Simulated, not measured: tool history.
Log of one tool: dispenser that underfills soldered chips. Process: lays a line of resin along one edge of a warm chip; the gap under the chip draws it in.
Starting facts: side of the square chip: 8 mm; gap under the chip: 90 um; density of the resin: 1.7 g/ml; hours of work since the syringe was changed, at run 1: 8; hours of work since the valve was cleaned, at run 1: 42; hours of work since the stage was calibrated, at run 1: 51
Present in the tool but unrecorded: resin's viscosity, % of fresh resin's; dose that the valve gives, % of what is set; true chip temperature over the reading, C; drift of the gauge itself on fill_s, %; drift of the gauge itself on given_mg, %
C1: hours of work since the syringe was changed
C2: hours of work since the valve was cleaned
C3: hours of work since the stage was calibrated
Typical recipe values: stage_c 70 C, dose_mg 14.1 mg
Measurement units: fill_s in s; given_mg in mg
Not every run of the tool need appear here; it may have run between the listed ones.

run 1 hour=0.0 | stage_c=70 dose_mg=14.1 | C1=8 C2=42 C3=51 | fill_s=53.6 given_mg=13.86
-- hour=5.0 new syringe of resin
run 2 hour=5.0 | stage_c=70 dose_mg=14.1 | C1=0 C2=45 C3=54 | fill_s=31.6 given_mg=13.89
run 3 hour=11.6 | stage_c=70 dose_mg=14.1 | C1=4 C2=49 C3=58 | fill_s=40.0 given_mg=13.89
run 4 hour=17.8 | stage_c=70 dose_mg=14.1 | C1=8 C2=53 C3=61 | fill_s=49.5 given_mg=13.81
run 5 hour=23.6 | stage_c=70 dose_mg=14.1 | C1=11 C2=56 C3=65 | fill_s=62.9 given_mg=13.85
-- hour=24.6 new syringe of resin
run 6 hour=29.1 | stage_c=70 dose_mg=14.1 | C1=3 C2=60 C3=68 | fill_s=38.1 given_mg=13.81
run 7 hour=34.5 | stage_c=70 dose_mg=14.1 | C1=6 C2=63 C3=71 | fill_s=45.6 given_mg=13.78
run 8 hour=38.8 | stage_c=70 dose_mg=14.1 | C1=9 C2=65 C3=74 | fill_s=54.9 given_mg=13.83
-- hour=43.7 new syringe of resin
run 9 hour=44.3 | stage_c=70 dose_mg=12.9 | C1=0 C2=69 C3=77 | fill_s=32.8 given_mg=12.50
run 10 hour=49.5 | stage_c=70 dose_mg=12.9 | C1=3 C2=72 C3=80 | fill_s=40.3 given_mg=12.43
run 11 hour=52.5 | stage_c=70 dose_mg=12.9 | C1=5 C2=73 C3=82 | fill_s=43.8 given_mg=12.72
run 12 hour=59.2 | stage_c=70 dose_mg=12.9 | C1=9 C2=78 C3=86 | fill_s=56.8 given_mg=12.53
-- hour=62.9 new syringe of resin
run 13 hour=65.7 | stage_c=66 dose_mg=17.9 | C1=2 C2=81 C3=90 | fill_s=40.5 given_mg=17.39
run 14 hour=71.1 | stage_c=60 dose_mg=14.2 | C1=5 C2=85 C3=93 | fill_s=64.9 given_mg=13.75
run 15 hour=74.9 | stage_c=60 dose_mg=15.5 | C1=7 C2=87 C3=95 | fill_s=73.0 given_mg=14.94
run 16 hour=80.1 | stage_c=83 dose_mg=15.8 | C1=10 C2=90 C3=98 | fill_s=36.2 given_mg=15.29

Forecast run 17:
-- hour=82.1 new syringe of resin
run 17 hour=86.4 | stage_c=62 dose_mg=12.5 | C1=3 C2=94 C3=102 | fill_s=? given_mg=?

fill_s: 52.9 s
given_mg: 12.14 mg
Were there no unlogged condition in the tool, this run, its random variation unchanged, would have produced fill_s 43.1 s, given_mg 12.54 mg.

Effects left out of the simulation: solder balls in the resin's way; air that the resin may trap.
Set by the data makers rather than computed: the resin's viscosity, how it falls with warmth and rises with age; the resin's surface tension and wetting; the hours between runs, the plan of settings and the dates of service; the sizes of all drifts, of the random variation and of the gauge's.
